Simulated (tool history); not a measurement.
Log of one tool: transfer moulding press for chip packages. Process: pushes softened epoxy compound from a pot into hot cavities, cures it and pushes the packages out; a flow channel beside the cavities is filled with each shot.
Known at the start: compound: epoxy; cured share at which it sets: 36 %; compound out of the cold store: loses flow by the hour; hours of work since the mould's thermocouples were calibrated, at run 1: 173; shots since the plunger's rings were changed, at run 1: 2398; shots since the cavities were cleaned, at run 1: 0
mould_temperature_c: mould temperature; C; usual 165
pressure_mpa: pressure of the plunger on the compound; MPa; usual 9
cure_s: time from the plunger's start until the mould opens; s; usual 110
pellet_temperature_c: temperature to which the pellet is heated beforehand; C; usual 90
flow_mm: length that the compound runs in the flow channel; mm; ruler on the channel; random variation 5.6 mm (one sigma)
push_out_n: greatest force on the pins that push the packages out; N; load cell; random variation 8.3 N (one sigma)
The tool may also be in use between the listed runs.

run   hour  mould_temperature_c  pressure_mpa  cure_s  pellet_temperature_c  hours of work since the mould's thermocouples were calibrated  shots since the plunger's rings were changed  shots since the cavities were cleaned  incoming compound's hours out of the cold store  flow_mm  push_out_n
  1      0                  165             9     110                    90                                                            173                                          2398                                      0                                             14.7      863         381
      53.2  -- cavities cleaned with cleaning compound and waxed
  2   80.7                  165           7.6     110                    90                                                            231                                          3430                                    358                                             33.8      713         543
     106.8  -- cavities cleaned with cleaning compound and waxed
  3  130.4                  165         10.23     110                    90                                                            267                                          4059                                    307                                             12.1      903         572
     160.3  -- cavities cleaned with cleaning compound and waxed
  4  181.4                  165         10.23     110                    90                                                            303                                          4704                                    275                                             13.4      891         544
     218.9  -- cavities cleaned with cleaning compound and waxed
  5  234.4                  165             9     110                    90                                                            341                                          5376                                    203                                             21.4      782         495
     272.6  -- cavities cleaned with cleaning compound and waxed
     306.5  -- plunger's sealing rings changed
  6  322.7                  165             9     110                    90                                                            403                                           212                                    621                                             35.8      811         649
     332.6  -- cavities cleaned with cleaning compound and waxed
  7  372.1                  165             9     110                    84                                                            438                                           836                                    515                                             35.7      802         636
       389  -- cavities cleaned with cleaning compound and waxed
     443.8  -- cavities cleaned with cleaning compound and waxed
  8  449.8                  165             9     110                    84                                                            493                                          1809                                     78                                             13.7      887         404
     501.4  -- cavities cleaned with cleaning compound and waxed
  9  511.2                  165          8.89     110                    90                                                            537                                          2589                                    126                                             14.8      845         454
     560.5  -- cavities cleaned with cleaning compound and waxed
 10  561.2                  165          8.89     110                    90                                                            572                                          3222                                      8                                             25.7      808         352
     614.8  -- cavities cleaned with cleaning compound and waxed
 11  645.5                  169             9     110                    90                                                            633                                          4302                                    401                                             12.3      828         517
     673.2  -- cavities cleaned with cleaning compound and waxed
 12  707.6                  169             9     110                    90                                                            678                                          5091                                    448                                             42.3      705         529
     728.6  -- cavities cleaned with cleaning compound and waxed
     735.1  -- mould's thermocouples calibrated
       788  -- cavities cleaned with cleaning compound and waxed
 13  794.2                  165           9.3      96                    92                                                             42                                          6154                                     80                                             26.1      770         506
     808.7  -- plunger's sealing rings changed
     844.3  -- cavities cleaned with cleaning compound and waxed
 14  849.5                  165           9.3      96                    92                                                             80                                           512                                     68                                             42.8      795         506
     900.6  -- cavities cleaned with cleaning compound and waxed
 15  941.4                  171          9.84      96                    95                                                            146                                          1691                                    532                                             32.5      826         573

Forecast run 16:
      959.4  -- cavities cleaned with cleaning compound and waxed
 16  1002.4                  163             9     100                    90                                                            190                                          2467                                    561                                               44        ?           ?

{"run 16": {"flow_mm": 753, "push_out_n": 789}}
Without the tool's hidden state the same run would have given flow_mm 790 mm, push_out_n 444 N.
